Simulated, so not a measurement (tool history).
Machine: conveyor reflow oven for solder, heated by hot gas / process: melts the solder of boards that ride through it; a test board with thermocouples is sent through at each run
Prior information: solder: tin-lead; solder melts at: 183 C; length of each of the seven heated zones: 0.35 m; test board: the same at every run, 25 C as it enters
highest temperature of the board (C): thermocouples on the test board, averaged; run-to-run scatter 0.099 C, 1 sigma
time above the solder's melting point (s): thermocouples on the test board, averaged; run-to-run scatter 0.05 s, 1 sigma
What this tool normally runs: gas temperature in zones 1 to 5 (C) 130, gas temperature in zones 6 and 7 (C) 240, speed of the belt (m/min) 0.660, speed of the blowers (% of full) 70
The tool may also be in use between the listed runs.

run    day  gas temperature in zones 1 to 5 (C)  gas temperature in zones 6 and 7 (C)  speed of the belt (m/min)  speed of the blowers (% of full)  highest temperature of the board (C)  time above the solder's melting point (s)
  1  0.000                                  130                                   240                      0.660                                70                                217.00                                      44.63
  2  0.404                                  130                                   240                      0.660                                70                                216.83                                      44.55
  3  0.850                                  130                                   240                      0.660                                70                                216.75                                      44.61
     1.708  -- flux residue cleaned out of gas plates and filters
  4  1.838                                  130                                   240                      0.660                                70                                218.49                                      45.84
  5  2.354                                  130                                   242                      0.660                                70                                219.86                                      46.85
  6  3.150                                  130                                   242                      0.660                                70                                219.81                                      46.84
  7  3.717                                  130                                   240                      0.660                                70                                218.21                                      45.66
  8  4.321                                  130                                   240                      0.675                                70                                217.35                                      43.90
  9  4.708                                  130                                   240                      0.675                                70                                217.18                                      43.98
 10  5.254                                  130                                   240                      0.675                                70                                216.95                                      43.91
 11  5.596                                  130                                   251                      0.675                                52                                219.62                                      44.95
 12  5.938                                  141                                   246                      0.660                                70                                225.11                                      52.97
 13  6.325                                  139                                   240                      0.660                                70                                219.64                                      49.26
 14  6.708                                  130                                   229                      0.737                                73                                205.27                                      31.44
 15  7.054                                  130                                   229                      0.737                                73                                205.03                                      31.34
 16  7.404                                  130                                   229                      0.737                                73                                205.19                                      31.44
 17  8.129                                  130                                   242                      0.552                                57                                222.16                                      58.13
 18  8.917                                  130                                   242                      0.552                                57                                221.94                                      58.03

Here are 5 independent what-if runs from the current tool condition. What would each one return?
  A  9.596                                  140                                   246                      0.557                                70                                     ?                                          ?
  B  9.596                                  130                                   242                      0.552                                70                                     ?                                          ?
  C  9.596                                  127                                   240                      0.660                                70                                     ?                                          ?
  D  9.596                                  130                                   240                      0.607                                70                                     ?                                          ?
  E  9.596                                  130                                   237                      0.581                                70                                     ?                                          ?

run  highest temperature of the board (C)  time above the solder's melting point (s)
  A                                230.33                                      66.11
  B                                225.57                                      60.90
  C                                216.99                                      44.17
  D                                220.65                                      51.88
  E                                219.24                                      53.61
Stripped of hidden state, with their random variation kept, the same runs would have yielded:
run  highest temperature of the board (C)  time above the solder's melting point (s)
  A                                232.07                                      66.69
  B                                227.33                                      61.68
  C                                218.76                                      45.18
  D                                222.41                                      52.78
  E                                220.98                                      54.56

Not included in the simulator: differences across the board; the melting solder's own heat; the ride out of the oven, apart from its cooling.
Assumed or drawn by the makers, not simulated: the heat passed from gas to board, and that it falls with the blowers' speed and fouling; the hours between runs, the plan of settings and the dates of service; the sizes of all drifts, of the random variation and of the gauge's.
